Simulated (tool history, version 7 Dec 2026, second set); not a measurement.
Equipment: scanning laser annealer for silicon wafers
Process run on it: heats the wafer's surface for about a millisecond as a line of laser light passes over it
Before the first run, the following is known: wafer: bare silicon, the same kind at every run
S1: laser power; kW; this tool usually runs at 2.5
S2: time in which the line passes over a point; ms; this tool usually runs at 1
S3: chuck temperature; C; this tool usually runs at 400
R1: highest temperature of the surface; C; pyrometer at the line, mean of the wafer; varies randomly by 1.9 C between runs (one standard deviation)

{"run": 1, "day": 0.0, "S1": 2.5, "S2": 1, "S3": 400, "R1": 1161}
{"run": 2, "day": 0.412, "S1": 2.5, "S2": 1, "S3": 400, "R1": 1165}
{"run": 3, "day": 0.946, "S1": 2.698, "S2": 1, "S3": 400, "R1": 1225}
{"run": 4, "day": 1.388, "S1": 2.5, "S2": 1, "S3": 400, "R1": 1162}
{"run": 5, "day": 2.046, "S1": 2.5, "S2": 1, "S3": 400, "R1": 1162}
{"run": 6, "day": 2.671, "S1": 2.5, "S2": 1, "S3": 400, "R1": 1160}

What will run 7 give?
{"run": 7, "day": 3.075, "S1": 2.541, "S2": 0.85, "S3": 425, "R1": "?"}

R1: 1138 C
With no hidden state in the tool, this same run would have given R1 1164 C.

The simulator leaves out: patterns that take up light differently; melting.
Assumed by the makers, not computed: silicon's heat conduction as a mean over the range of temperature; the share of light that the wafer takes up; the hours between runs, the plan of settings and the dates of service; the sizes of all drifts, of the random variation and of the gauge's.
